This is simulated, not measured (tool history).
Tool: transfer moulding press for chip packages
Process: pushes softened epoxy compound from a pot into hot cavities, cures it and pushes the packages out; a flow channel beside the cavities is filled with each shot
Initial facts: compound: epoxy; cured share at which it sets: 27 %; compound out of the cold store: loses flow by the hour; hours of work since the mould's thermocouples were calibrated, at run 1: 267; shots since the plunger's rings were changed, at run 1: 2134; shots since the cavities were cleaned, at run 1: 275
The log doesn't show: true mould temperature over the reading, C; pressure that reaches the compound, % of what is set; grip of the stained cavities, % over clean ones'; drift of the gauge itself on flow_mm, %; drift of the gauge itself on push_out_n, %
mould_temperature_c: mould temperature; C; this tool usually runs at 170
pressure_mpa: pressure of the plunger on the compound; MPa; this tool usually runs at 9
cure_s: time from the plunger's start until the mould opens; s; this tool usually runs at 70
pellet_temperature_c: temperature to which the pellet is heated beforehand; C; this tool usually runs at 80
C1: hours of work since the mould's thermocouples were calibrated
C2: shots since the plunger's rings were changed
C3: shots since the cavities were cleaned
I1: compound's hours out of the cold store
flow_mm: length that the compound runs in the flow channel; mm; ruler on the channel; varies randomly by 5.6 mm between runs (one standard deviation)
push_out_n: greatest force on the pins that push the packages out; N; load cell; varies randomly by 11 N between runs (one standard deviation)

Run 1, hour 0: usual settings; C1 267; C2 2134; C3 275; I1 27.1. Result: flow_mm 574 mm, push_out_n 711 N.
Run 2, hour 33.8: usual settings; C1 281; C2 2471; C3 612; I1 10. Result: flow_mm 616 mm, push_out_n 817 N.
At hour 42.5: cavities cleaned with cleaning compound and waxed.
Run 3, hour 66.5: usual settings but pellet_temperature_c 89 C; C1 295; C2 2781; C3 239; I1 38.4. Result: flow_mm 531 mm, push_out_n 813 N.
Run 4, hour 100.5: usual settings but pellet_temperature_c 89 C; C1 310; C2 3120; C3 578; I1 33.7. Result: flow_mm 533 mm, push_out_n 818 N.
At hour 110.2: cavities cleaned with cleaning compound and waxed, once more.
Run 5, hour 130.3: usual settings but pellet_temperature_c 78 C; C1 322; C2 3401; C3 199; I1 45.3. Result: flow_mm 500 mm, push_out_n 636 N.
Run 6, hour 156.7: usual settings but pellet_temperature_c 78 C; C1 333; C2 3665; C3 463; I1 21.5. Result: flow_mm 567 mm, push_out_n 782 N.
At hour 181.1: cavities cleaned with cleaning compound and waxed.
Run 7, hour 185.9: usual settings; C1 345; C2 3940; C3 47; I1 44. Result: flow_mm 495 mm, push_out_n 556 N.
Run 8, hour 209.5: usual settings; C1 356; C2 4174; C3 281; I1 13.2. Result: flow_mm 577 mm, push_out_n 702 N.
At hour 252: cavities cleaned with cleaning compound and waxed.
Run 9, hour 252: usual settings; C1 374; C2 4582; C3 0; I1 31.6. Result: flow_mm 531 mm, push_out_n 508 N.
At hour 269.9: plunger's sealing rings changed.
Run 10, hour 291.4: usual settings but pressure_mpa 7.1 MPa; C1 390; C2 214; C3 368; I1 27.7. Result: flow_mm 522 mm, push_out_n 675 N.
At hour 325: cavities cleaned with cleaning compound and waxed.
Run 11, hour 331.6: usual settings but pressure_mpa 7.1 MPa; C1 406; C2 599; C3 65; I1 44.7. Result: flow_mm 472 mm, push_out_n 554 N.
Run 12, hour 364.4: usual settings but pressure_mpa 7.1 MPa, cure_s 96 s; C1 421; C2 925; C3 391; I1 29.3. Result: flow_mm 515 mm, push_out_n 515 N.
Run 13, hour 387.4: usual settings but pressure_mpa 7.1 MPa, cure_s 96 s; C1 431; C2 1154; C3 620; I1 40.5. Result: flow_mm 472 mm, push_out_n 533 N.
At hour 397.2: cavities cleaned with cleaning compound and waxed.
At hour 424.5: mould's thermocouples calibrated.
Run 14, hour 424.5: usual settings but pressure_mpa 7.1 MPa, cure_s 96 s; C1 0; C2 1489; C3 252; I1 10.3. Result: flow_mm 553 mm, push_out_n 473 N.
Run 15, hour 464.4: usual settings but pressure_mpa 9.22 MPa, cure_s 96 s, pellet_temperature_c 76 C; C1 17; C2 1886; C3 649; I1 23.1. Result: flow_mm 584 mm, push_out_n 563 N.
At hour 470.7: cavities cleaned with cleaning compound and waxed.
Run 16, hour 488.8: usual settings but cure_s 88 s; C1 27; C2 2114; C3 180; I1 27.8. Result: flow_mm 556 mm, push_out_n 473 N.
Run 17, hour 512.8: usual settings but mould_temperature_c 169 C, pressure_mpa 7.42 MPa, cure_s 79 s, pellet_temperature_c 75 C; C1 38; C2 2353; C3 419; I1 29.9. Result: flow_mm 509 mm, push_out_n 644 N.
At hour 541: cavities cleaned with cleaning compound and waxed.
Run 18, hour 547.5: usual settings but mould_temperature_c 167 C, pressure_mpa 7.51 MPa, cure_s 95 s, pellet_temperature_c 88 C; C1 52; C2 2683; C3 65; I1 23.3. Result: flow_mm 520 mm, push_out_n 439 N.
Run 19, hour 571.5: usual settings but mould_temperature_c 177 C, pressure_mpa 8.04 MPa, cure_s 53 s; C1 63; C2 2922; C3 304; I1 32.4. Result: flow_mm 501 mm, push_out_n 842 N.
Run 20, hour 597.4: usual settings but mould_temperature_c 169 C, pressure_mpa 8.62 MPa, cure_s 67 s; C1 74; C2 3180; C3 562; I1 21.1. Result: flow_mm 568 mm, push_out_n 922 N.
At hour 612.4: cavities cleaned with cleaning compound and waxed.
Run 21, hour 634: usual settings but mould_temperature_c 172 C, pressure_mpa 8.78 MPa, pellet_temperature_c 82 C; C1 89; C2 3529; C3 215; I1 30.7. Result: flow_mm 527 mm, push_out_n 577 N.
Run 22, hour 661.7: usual settings but mould_temperature_c 172 C, pressure_mpa 8.78 MPa, pellet_temperature_c 82 C; C1 101; C2 3804; C3 490; I1 44.1. Result: flow_mm 493 mm, push_out_n 664 N.
At hour 682.6: cavities cleaned with cleaning compound and waxed.
Run 23, hour 692.9: usual settings but pressure_mpa 9.59 MPa, cure_s 73 s; C1 114; C2 4100; C3 102; I1 23.6. Result: flow_mm 577 mm, push_out_n 556 N.
Run 24, hour 717.7: usual settings but mould_temperature_c 172 C, pressure_mpa 9.59 MPa, cure_s 61 s; C1 125; C2 4347; C3 349; I1 22.7. Result: flow_mm 569 mm, push_out_n 880 N.
At hour 752.5: cavities cleaned with cleaning compound and waxed.
At hour 758.9: plunger's sealing rings changed.
Run 25, hour 761.3: usual settings but mould_temperature_c 172 C, pressure_mpa 9.59 MPa, cure_s 61 s; C1 142; C2 24; C3 63; I1 39.4. Result: flow_mm 557 mm, push_out_n 694 N.
Run 26, hour 786.4: usual settings but mould_temperature_c 172 C, pressure_mpa 9.59 MPa, cure_s 94 s, pellet_temperature_c 88 C; C1 153; C2 274; C3 313; I1 35.9. Result: flow_mm 583 mm, push_out_n 484 N.
Run 27, hour 819.8: usual settings but mould_temperature_c 166 C, pressure_mpa 9.56 MPa, cure_s 68 s, pellet_temperature_c 79 C; C1 168; C2 606; C3 645; I1 32.2. Result: flow_mm 589 mm, push_out_n 1110 N.
At hour 825.2: cavities cleaned with cleaning compound and waxed.
Run 28, hour 861: usual settings but mould_temperature_c 166 C, pressure_mpa 9.56 MPa, cure_s 68 s, pellet_temperature_c 79 C; C1 185; C2 1002; C3 356; I1 38.5. Result: flow_mm 561 mm, push_out_n 1003 N.

Here are 3 independent what-if runs from the current tool condition. What would each one return?
Run A, hour 879.6: usual settings but mould_temperature_c 166 C, pressure_mpa 10.91 MPa, cure_s 68 s, pellet_temperature_c 79 C; C1 193; C2 1186; C3 540; I1 45. Result: flow_mm ?, push_out_n ?.
Run B, hour 879.6: usual settings but cure_s 61 s, pellet_temperature_c 70 C; C1 193; C2 1186; C3 540; I1 41.9. Result: flow_mm ?, push_out_n ?.
Run C, hour 879.6: usual settings but mould_temperature_c 166 C, pressure_mpa 9.72 MPa, cure_s 68 s, pellet_temperature_c 83 C; C1 193; C2 1186; C3 540; I1 25.2. Result: flow_mm ?, push_out_n ?.

run  flow_mm  push_out_n
  A      573        1026
  B      533        1028
  C      598        1108
Take away the tool's hidden state, keep each run's random variation, and the runs would have read:
run  flow_mm  push_out_n
  A      584         710
  B      543         711
  C      610         768
